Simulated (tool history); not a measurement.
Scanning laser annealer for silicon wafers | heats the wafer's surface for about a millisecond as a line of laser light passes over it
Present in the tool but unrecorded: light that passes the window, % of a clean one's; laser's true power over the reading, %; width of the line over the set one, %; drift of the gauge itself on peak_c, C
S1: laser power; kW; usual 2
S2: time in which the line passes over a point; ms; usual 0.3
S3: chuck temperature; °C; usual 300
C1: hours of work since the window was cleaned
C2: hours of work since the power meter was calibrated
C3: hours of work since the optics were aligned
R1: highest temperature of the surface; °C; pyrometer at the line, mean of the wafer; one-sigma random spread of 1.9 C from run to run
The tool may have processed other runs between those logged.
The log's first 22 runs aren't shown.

run    hour     S1     S2   S3   C1   C2   C3    R1
 23     774      2  0.261  329  409  762  702  1039
 24   801.8      2  0.261  329  420  773  714  1044
 25   850.4      2  0.261  329  441  794  735  1041
 26   873.9  1.975    0.3  300  451  804  744  1058
 27   899.3  2.044  0.272  264  462  815  755  1009
 28   922.9  2.044   0.25  279  472  825  765   990
 29   958.4      2  0.368  300  487  840  780  1161
 30  1005.6      2    0.3  316  507  860  800  1083
 31  1037.2  1.902  0.326  326  520  873  814  1084
 32  1076.8  2.083    0.3  300  537  890  830  1103
 33  1104.6  2.083    0.3  300  549  901  842  1099
 34  1135.2  2.083    0.3  300  561  914  855  1098
 35  1182.7  1.909  0.291  299  582  934  875  1003
 36  1227.6      2    0.3  318  601  953  894  1074
 37  1256.1  2.195  0.315  306  613  965  906  1176
 38  1291.8  1.929  0.295  268  628  981  921   987
 39  1323.7  1.929  0.295  268  641  994  935   986

Forecast run 40:
 40  1346.8  1.929  0.295  268  651  1004  944   ?

R1: 983 °C
If the tool had no hidden condition, the same run with the same run-to-run variation would have returned R1 1036 °C.
